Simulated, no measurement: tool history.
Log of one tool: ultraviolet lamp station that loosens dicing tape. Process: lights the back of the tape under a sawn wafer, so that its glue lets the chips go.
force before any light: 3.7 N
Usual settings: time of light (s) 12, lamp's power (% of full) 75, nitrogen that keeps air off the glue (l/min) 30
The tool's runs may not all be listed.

run,hour,time of light (s),lamp's power (% of full),nitrogen that keeps air off the glue (l/min),force that peels the tape off (N),light that reached the tape (mJ/cm²)
1,0,12,75,30,0.306,483
2,19.7,12,75,30,0.31,471
3,49.2,12,75,30,0.339,470
4,70.2,12,75,30,0.341,460
5,91.9,12,75,30,0.327,452
6,120.7,12,75,30,0.337,444
7,153.4,12,75,30,0.376,430
8,189.9,22,75,30,0.148,794
9,225.1,22,75,30,0.155,767
# hour 247.7: window cleaned of glue's vapour
10,255.8,14,86,37,0.178,619
11,284,13,73,30,0.301,482
12,311.4,19,95,38,0.13,893
13,329.2,12,69,30,0.399,412
14,356.1,12,78,10,0.67,453

3 ways to go on from here, each from the tool as it stands after run 14. What would each give?
A,390.1,12,63,17,?,?
B,390.1,12,92,30,?,?
C,390.1,12,75,30,?,?

run,force that peels the tape off (N),light that reached the tape (mJ/cm²)
A,0.68,361
B,0.244,529
C,0.371,431
Without the tool's hidden state the same runs would have given:
run,force that peels the tape off (N),light that reached the tape (mJ/cm²)
A,0.442,471
B,0.162,689
C,0.236,561
